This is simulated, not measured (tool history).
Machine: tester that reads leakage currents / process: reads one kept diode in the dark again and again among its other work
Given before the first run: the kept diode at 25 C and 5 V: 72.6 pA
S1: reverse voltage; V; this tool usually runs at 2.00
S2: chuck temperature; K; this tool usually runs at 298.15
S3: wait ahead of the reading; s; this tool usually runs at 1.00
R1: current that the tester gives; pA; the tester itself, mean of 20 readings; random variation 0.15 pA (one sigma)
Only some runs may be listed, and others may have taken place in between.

{"run": 1, "hour": 0.0, "S1": 2.0, "S2": 298.15, "S3": 1.0, "R1": 50.36}
{"run": 2, "hour": 80.6, "S1": 2.0, "S2": 298.15, "S3": 1.0, "R1": 50.62}
{"run": 3, "hour": 137.5, "S1": 2.0, "S2": 298.15, "S3": 1.0, "R1": 50.59}
{"run": 4, "hour": 240.9, "S1": 2.0, "S2": 298.15, "S3": 1.0, "R1": 50.78}
{"run": 5, "hour": 330.9, "S1": 2.0, "S2": 298.15, "S3": 1.0, "R1": 51.45}
{"run": 6, "hour": 381.8, "S1": 2.0, "S2": 298.15, "S3": 1.0, "R1": 51.74}
{"run": 7, "hour": 478.8, "S1": 2.0, "S2": 298.15, "S3": 1.0, "R1": 51.75}
{"run": 8, "hour": 575.1, "S1": 2.0, "S2": 298.15, "S3": 1.0, "R1": 51.75}
{"run": 9, "hour": 655.0, "S1": 2.0, "S2": 298.15, "S3": 1.0, "R1": 52.05}
{"run": 10, "hour": 747.0, "S1": 2.0, "S2": 298.15, "S3": 1.0, "R1": 52.58}
{"run": 11, "hour": 792.4, "S1": 2.0, "S2": 298.15, "S3": 1.0, "R1": 53.09}
{"run": 12, "hour": 838.0, "S1": 2.0, "S2": 298.15, "S3": 1.0, "R1": 52.97}
{"run": 13, "hour": 944.3, "S1": 2.0, "S2": 298.15, "S3": 1.0, "R1": 53.18}
{"run": 14, "hour": 1006.6, "S1": 2.0, "S2": 298.15, "S3": 1.0, "R1": 53.19}
{"run": 15, "hour": 1088.5, "S1": 2.0, "S2": 328.15, "S3": 1.0, "R1": 488.37}
{"run": 16, "hour": 1188.4, "S1": 2.0, "S2": 328.15, "S3": 1.0, "R1": 486.56}
{"run": 17, "hour": 1249.4, "S1": 2.0, "S2": 328.15, "S3": 1.0, "R1": 489.07}
{"run": 18, "hour": 1323.4, "S1": 2.0, "S2": 328.15, "S3": 1.0, "R1": 491.99}
{"run": 19, "hour": 1367.9, "S1": 2.0, "S2": 328.15, "S3": 1.0, "R1": 493.07}
{"run": 20, "hour": 1465.6, "S1": 2.0, "S2": 328.15, "S3": 1.0, "R1": 493.97}
{"run": 21, "hour": 1552.4, "S1": 2.0, "S2": 305.15, "S3": 1.79, "R1": 92.31}
{"hour": 1600.0, "done": "probe card cleaned and baked"}
{"run": 22, "hour": 1656.4, "S1": 12.78, "S2": 304.15, "S3": 8.26, "R1": 212.71}
{"run": 23, "hour": 1711.4, "S1": 12.78, "S2": 304.15, "S3": 8.26, "R1": 212.47}
{"run": 24, "hour": 1777.9, "S1": 12.78, "S2": 304.15, "S3": 5.01, "R1": 215.69}
{"run": 25, "hour": 1885.7, "S1": 2.0, "S2": 297.15, "S3": 0.55, "R1": 47.19}
{"hour": 1897.4, "done": "chuck's temperature calibrated"}
{"run": 26, "hour": 1943.5, "S1": 2.0, "S2": 297.15, "S3": 0.55, "R1": 44.28}
{"run": 27, "hour": 1990.8, "S1": 14.61, "S2": 330.15, "S3": 4.89, "R1": 1506.15}
{"run": 28, "hour": 2038.0, "S1": 1.08, "S2": 327.15, "S3": 1.0, "R1": 315.64}
{"run": 29, "hour": 2087.1, "S1": 1.08, "S2": 302.15, "S3": 1.0, "R1": 47.81}
{"run": 30, "hour": 2157.9, "S1": 1.08, "S2": 302.15, "S3": 1.0, "R1": 47.86}
{"run": 31, "hour": 2225.3, "S1": 19.14, "S2": 301.15, "S3": 0.55, "R1": 215.08}
{"run": 32, "hour": 2290.3, "S1": 1.61, "S2": 305.15, "S3": 0.55, "R1": 76.24}
{"run": 33, "hour": 2370.9, "S1": 1.74, "S2": 305.15, "S3": 1.0, "R1": 79.24}
{"run": 34, "hour": 2428.7, "S1": 2.0, "S2": 298.15, "S3": 5.71, "R1": 47.92}
{"run": 35, "hour": 2521.7, "S1": 2.0, "S2": 298.15, "S3": 5.71, "R1": 48.23}
{"run": 36, "hour": 2583.8, "S1": 5.47, "S2": 304.15, "S3": 2.68, "R1": 135.63}
{"run": 37, "hour": 2636.8, "S1": 5.47, "S2": 304.15, "S3": 2.68, "R1": 135.26}
{"run": 38, "hour": 2724.6, "S1": 2.0, "S2": 307.15, "S3": 1.0, "R1": 101.36}
{"run": 39, "hour": 2784.2, "S1": 1.78, "S2": 305.15, "S3": 0.35, "R1": 82.95}

Below, some changes in R1 between adjacent runs. For each, the amount present without the hidden state too (settings, incoming material, random variation) and the amount remaining for the hidden state with gauge scatter not shared by both compared results:
Hidden conditions of the tool in this case: stray current of the dirty probe card, pA a volt; current scale over the true one, %; true chuck temperature over the reading, C; drift of the gauge itself on leakage_pa, %.
Run 14 -> 15: S2 298.15 -> 328.15. R1 +435.18 pA: hidden state +23.81, all else +411.37.
Run 20 -> 21: S2 328.15 -> 305.15, S3 1.00 -> 1.79. R1 -401.66 pA: hidden state -25.06, all else -376.60.
Run 26 -> 27: S1 2.00 -> 14.61, S2 297.15 -> 330.15, S3 0.55 -> 4.89. R1 +1461.87 pA: hidden state +36.52, all else +1425.35.
Run 27 -> 28: S1 14.61 -> 1.08, S2 330.15 -> 327.15, S3 4.89 -> 1.00. R1 -1190.51 pA: hidden state -29.98, all else -1160.53.
